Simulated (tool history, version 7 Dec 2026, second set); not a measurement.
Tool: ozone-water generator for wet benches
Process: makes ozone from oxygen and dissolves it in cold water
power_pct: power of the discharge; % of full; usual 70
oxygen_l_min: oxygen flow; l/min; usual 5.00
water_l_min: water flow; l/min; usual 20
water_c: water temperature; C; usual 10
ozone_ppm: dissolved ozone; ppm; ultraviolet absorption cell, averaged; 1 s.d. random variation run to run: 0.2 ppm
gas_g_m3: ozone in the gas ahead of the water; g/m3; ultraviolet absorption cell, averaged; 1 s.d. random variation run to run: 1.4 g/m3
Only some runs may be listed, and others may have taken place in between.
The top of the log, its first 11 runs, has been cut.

| run | hour | power_pct | oxygen_l_min | water_l_min | water_c | hours of work since the electrodes were changed | hours of work since the contactor was cleaned | hours of work since the thermometer was calibrated | ozone_ppm | gas_g_m3 |
|---|---|---|---|---|---|---|---|---|---|---|
| 12 | 458.6 | 70 | 5.00 | 20 | 10 | 1113 | 780 | 2438 | 26.7 | 257.2 |
| 13 | 501.7 | 70 | 5.00 | 20 | 10 | 1147 | 814 | 2473 | 26.3 | 253.8 |
| 14 | 532.8 | 70 | 5.00 | 22 | 10 | 1172 | 839 | 2497 | 24.1 | 252.3 |
| 15 | 575.2 | 70 | 5.00 | 20 | 10 | 1205 | 872 | 2531 | 26.3 | 256.0 |
| 16 | 612.0 | 70 | 5.00 | 20 | 10 | 1235 | 902 | 2560 | 26.6 | 252.6 |
| 17 | 658.3 | 70 | 5.00 | 20 | 10 | 1271 | 938 | 2597 | 26.2 | 255.4 |
| 18 | 696.6 | 95 | 5.00 | 20 | 10 | 1302 | 969 | 2627 | 31.7 | 302.4 |
| 19 | 733.1 | 95 | 5.00 | 20 | 10 | 1331 | 998 | 2656 | 31.5 | 303.5 |
|  | 764.0 | water thermometer calibrated |
| 20 | 769.0 | 95 | 5.00 | 20 | 10 | 1359 | 1026 | 4 | 31.4 | 304.6 |
| 21 | 798.9 | 70 | 5.00 | 21 | 10 | 1383 | 1050 | 28 | 24.8 | 252.8 |
| 22 | 832.9 | 71 | 5.00 | 20 | 11 | 1410 | 1077 | 55 | 25.9 | 254.0 |
| 23 | 856.1 | 70 | 5.78 | 20 | 10 | 1428 | 1095 | 73 | 27.3 | 241.6 |
| 24 | 891.7 | 63 | 5.78 | 13 | 11 | 1456 | 1123 | 101 | 37.0 | 227.0 |
| 25 | 925.6 | 72 | 2.93 | 16 | 11 | 1483 | 1150 | 128 | 28.2 | 309.8 |
| 26 | 949.1 | 42 | 7.34 | 20 | 11 | 1502 | 1169 | 147 | 20.6 | 161.1 |
| 27 | 997.0 | 42 | 7.34 | 20 | 11 | 1540 | 1207 | 185 | 20.5 | 161.0 |
|  | 1013.0 | water thermometer calibrated, once more |
| 28 | 1033.9 | 64 | 5.00 | 13 | 10 | 1569 | 1236 | 17 | 37.7 | 239.0 |
| 29 | 1063.1 | 43 | 5.35 | 14 | 6 | 1592 | 1259 | 40 | 29.6 | 182.9 |
| 30 | 1086.3 | 43 | 5.35 | 14 | 6 | 1610 | 1277 | 58 | 29.7 | 183.0 |
| 31 | 1135.2 | 43 | 3.54 | 24 | 7 | 1649 | 1316 | 97 | 14.6 | 211.3 |
| 32 | 1179.2 | 71 | 5.00 | 20 | 10 | 1684 | 1351 | 132 | 26.3 | 252.5 |
| 33 | 1233.3 | 71 | 5.00 | 20 | 6 | 1727 | 1394 | 175 | 27.6 | 252.8 |

Branching from run 33: 4 alternative next runs. What would each branch give?
| A | 1264.2 | 71 | 5.00 | 24 | 6 | 1752 | 1419 | 199 | ? | ? |
| B | 1264.2 | 71 | 8.96 | 20 | 17 | 1752 | 1419 | 199 | ? | ? |
| C | 1264.2 | 71 | 5.00 | 17 | 6 | 1752 | 1419 | 199 | ? | ? |
| D | 1264.2 | 72 | 5.00 | 20 | 13 | 1752 | 1419 | 199 | ? | ? |

| run | ozone_ppm | gas_g_m3 |
|---|---|---|
| A | 22.6 | 250.4 |
| B | 26.0 | 203.7 |
| C | 31.9 | 251.5 |
| D | 25.2 | 255.3 |
Take away the tool's hidden state, keep each run's random variation, and the runs would have read:
| run | ozone_ppm | gas_g_m3 |
|---|---|---|
| A | 24.7 | 270.1 |
| B | 28.4 | 219.5 |
| C | 34.8 | 271.1 |
| D | 27.5 | 275.4 |
